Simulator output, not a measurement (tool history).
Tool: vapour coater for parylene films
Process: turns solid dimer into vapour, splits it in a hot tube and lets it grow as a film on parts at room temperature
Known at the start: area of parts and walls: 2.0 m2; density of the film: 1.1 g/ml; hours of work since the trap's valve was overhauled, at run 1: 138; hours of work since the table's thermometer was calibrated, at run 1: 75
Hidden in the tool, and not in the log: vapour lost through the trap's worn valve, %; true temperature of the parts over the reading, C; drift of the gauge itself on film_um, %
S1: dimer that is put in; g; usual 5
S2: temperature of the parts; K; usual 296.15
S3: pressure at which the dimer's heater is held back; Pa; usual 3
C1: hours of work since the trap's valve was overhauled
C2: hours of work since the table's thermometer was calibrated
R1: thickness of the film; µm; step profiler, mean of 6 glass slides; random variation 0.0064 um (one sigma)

run,hour,S1,S2,S3,C1,C2,R1
1,0,5,296.15,3,138,75,1.797
2,10.6,5,296.15,3,143,80,1.793
3,16.8,3,296.15,3,147,84,1.071
4,25.2,5,296.15,3,151,88,1.788
5,33.6,5,296.15,3,155,92,1.789
6,44.3,5,296.15,3,161,98,1.787
7,58.9,5,296.15,3,168,105,1.787
8,66.5,5,300.15,3,172,109,1.479
9,79.8,4,296.15,3,179,116,1.428
10,87.5,4,296.15,3,183,120,1.423
11,101.8,3,296.15,3,191,128,1.067
12,109.5,5,293.15,3,194,132,2.033
13,124.6,5,293.15,3,202,139,2.026
14,136.1,5,293.15,3,208,145,2.027
15,144.1,3,296.15,4.01,212,149,0.998
16,152.3,3,296.15,4.01,217,154,0.989
17,161.3,3,296.15,4.01,221,158,0.989
# hour 163.6: table's thermometer calibrated
18,171.6,3,296.15,4.01,226,4,0.989
19,184.9,3,296.15,4.01,233,11,0.997
20,191.6,7,295.15,9.17,236,14,1.989
21,205.6,3,295.15,4.1,244,22,1.028
22,213.7,6,295.15,2.13,248,26,2.397
# hour 220.5: table's thermometer calibrated, once more
23,221.2,3,289.15,3.8,251,0,1.275
24,232,8,297.15,2.27,257,6,2.869
25,245.2,8,297.15,2.27,263,13,2.855
26,252.5,8,297.15,2.27,267,17,2.845
27,264.5,8,297.15,2.27,273,23,2.874

Forecast each of these 4 alternatives for the next run:
A,270.8,3,291.15,2.25,277,26,?
B,270.8,3,293.15,2.92,277,26,?
C,270.8,5,293.15,2.74,277,26,?
D,270.8,8,297.15,2.27,277,26,?

run,R1
A,1.264
B,1.213
C,2.05
D,2.845
Without the tool's hidden state the same runs would have given:
run,R1
A,1.336
B,1.28
C,2.164
D,3.003
